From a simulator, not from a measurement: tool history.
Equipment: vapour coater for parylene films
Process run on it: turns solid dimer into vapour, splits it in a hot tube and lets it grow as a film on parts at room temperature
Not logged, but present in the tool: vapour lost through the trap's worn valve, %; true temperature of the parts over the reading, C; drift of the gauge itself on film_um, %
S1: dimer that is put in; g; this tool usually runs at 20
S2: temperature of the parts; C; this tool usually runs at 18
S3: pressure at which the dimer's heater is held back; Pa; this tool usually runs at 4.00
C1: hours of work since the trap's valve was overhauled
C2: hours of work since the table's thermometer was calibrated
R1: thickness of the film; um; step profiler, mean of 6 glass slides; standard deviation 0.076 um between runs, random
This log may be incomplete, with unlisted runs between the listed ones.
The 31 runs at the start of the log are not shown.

run,hour,S1,S2,S3,C1,C2,R1
32,852.0,20,10,9.18,325,850,9.51
33,882.9,29,29,10.26,338,863,9.16
34,914.8,29,29,10.26,351,876,9.09
35,936.6,29,29,10.26,360,885,8.92
36,974.0,10,18,4.15,376,901,4.26
37,994.1,10,18,4.15,384,910,4.15
38,1012.4,29,11,3.87,392,917,14.18
39,1048.8,8,19,10.29,407,933,2.99
40,1086.7,23,22,7.70,423,948,8.23
41,1116.5,20,13,4.00,436,961,9.36
42,1148.7,11,11,4.00,449,974,5.37
# hour 1173.6: trap's valve overhauled
43,1176.5,11,26,4.48,1,984,4.16
44,1205.6,11,26,4.48,13,997,4.15
45,1239.7,10,26,7.81,28,1011,3.63
46,1267.6,9,11,5.41,39,1023,4.61

Forecast each of these 4 alternatives for the next run:
A,1289.0,30,11,5.41,48,1032,?
B,1289.0,14,18,4.00,48,1032,?
C,1289.0,20,13,2.60,48,1032,?
D,1289.0,20,14,8.15,48,1032,?

run,R1
A,15.14
B,6.28
C,10.37
D,9.19
Without the tool's unlogged condition, the same runs would have read:
run,R1
A,15.52
B,6.44
C,10.63
D,9.42

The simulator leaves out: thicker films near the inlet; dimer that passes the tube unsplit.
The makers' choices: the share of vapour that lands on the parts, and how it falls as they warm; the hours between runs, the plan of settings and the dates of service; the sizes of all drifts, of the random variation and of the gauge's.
